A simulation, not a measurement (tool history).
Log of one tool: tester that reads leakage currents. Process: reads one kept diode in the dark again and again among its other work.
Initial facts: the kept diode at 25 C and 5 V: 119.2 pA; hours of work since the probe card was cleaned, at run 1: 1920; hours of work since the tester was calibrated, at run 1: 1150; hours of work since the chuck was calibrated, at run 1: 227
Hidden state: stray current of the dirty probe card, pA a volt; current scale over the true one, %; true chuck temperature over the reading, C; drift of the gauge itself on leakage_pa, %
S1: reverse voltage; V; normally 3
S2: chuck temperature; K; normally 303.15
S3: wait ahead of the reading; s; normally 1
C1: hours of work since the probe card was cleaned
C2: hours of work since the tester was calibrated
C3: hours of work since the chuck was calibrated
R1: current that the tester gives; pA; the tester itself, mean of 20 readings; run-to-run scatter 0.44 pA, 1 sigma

run	hour	S1	S2	S3	C1	C2	C3	R1
1	0	3	303.15	1	1920	1150	227	144.19
2	107.5	3	303.15	1	1977	1208	284	144.71
3	312.9	3	303.15	1	2088	1318	395	143.69
4	462.5	3	303.15	1	2168	1398	475	143.35
5	614	4.14	303.15	1	2249	1480	556	160.59
6	805.6	4.14	303.15	1	2352	1583	659	159.26
7	909.8	18.84	303.15	1	2408	1639	715	279.49
8	1021.5	2.02	303.15	1	2468	1699	775	123.07
9	1125.5	5.19	303.15	1	2524	1754	831	173
10	1237.4	3	299.15	1	2584	1815	891	104.9
11	1426.7	3	299.15	0.38	2686	1916	993	105.12
12	1559.2	3	326.15	1	2757	1987	1064	677.97
13	1750.8	3	303.15	1	2860	2090	1167	138.92
14	1858.2	3	303.15	1.28	2918	2148	1225	139.29
15	2026.8	3	303.15	1.34	3008	2239	1315	138.24
16	2182.2	3	303.15	1.34	3092	2322	1399	137.42
# hour 2232.5: probe card cleaned and baked
17	2373.6	3	303.15	4.66	76	2423	1500	135.07
18	2515.3	3	303.15	4.66	152	2499	1576	134.33
19	2664.7	3	303.15	4.66	232	2580	1656	133.82
20	2801.6	3	312.15	1	306	2653	1730	255.1
21	2898	3	312.15	1	357	2705	1782	256.31
22	3084.9	3	312.15	1	458	2805	1882	254.57
23	3277	1.99	302.15	1.57	561	2909	1985	106.2
24	3461.1	1.99	302.15	1.57	660	3008	2084	105.72
25	3641.5	3	301.15	1	757	3104	2181	112.92
26	3827.6	2.74	321.15	0.96	857	3204	2281	449.86
27	4031.9	1.57	294.15	0.46	967	3314	2391	51.99
# hour 4124.2: chuck's temperature calibrated
28	4166.8	1.84	313.15	0.45	1038	3386	23	259.94
29	4324.5	1.84	313.15	4.59	1123	3470	108	257.27
30	4517.6	1.84	313.15	4.59	1227	3574	211	255.03
31	4640.1	3	314.15	8.54	1292	3640	277	325.37
32	4835.3	3	305.15	1.19	1397	3745	382	172.18
33	5014.5	3	305.15	1.19	1493	3841	478	170.61
34	5106.2	3	305.15	1.19	1543	3890	528	170.24
35	5194.1	1.03	297.15	4.87	1590	3937	575	63.98
# hour 5267.6: tester calibrated
36	5370.4	3.64	310.15	4.87	1684	55	668	253.82
37	5534.1	3.64	310.15	4.87	1772	143	756	250.42
38	5681	3.64	295.15	1.13	1850	222	835	83.36
39	5819.2	3.63	303.15	2.48	1925	296	910	150.19
40	6017.3	4.74	306.15	1.01	2031	403	1016	206.06
41	6204.2	1.21	302.15	3	2132	503	1116	94.72

3 options for the next run, each taken on its own from the tool as it stands now. Forecast them:
A	6361.8	7.44	318.15	2.86	2216	588	1201	?
B	6361.8	8.82	302.15	5.24	2216	588	1201	?
C	6361.8	6.9	319.15	2.28	2216	588	1201	?

run	R1
A	552.62
B	190.91
C	576.1
The same runs, with their run-to-run variation unchanged, on a tool lacking any hidden condition would have given:
run	R1
A	574.85
B	196.35
C	599.54
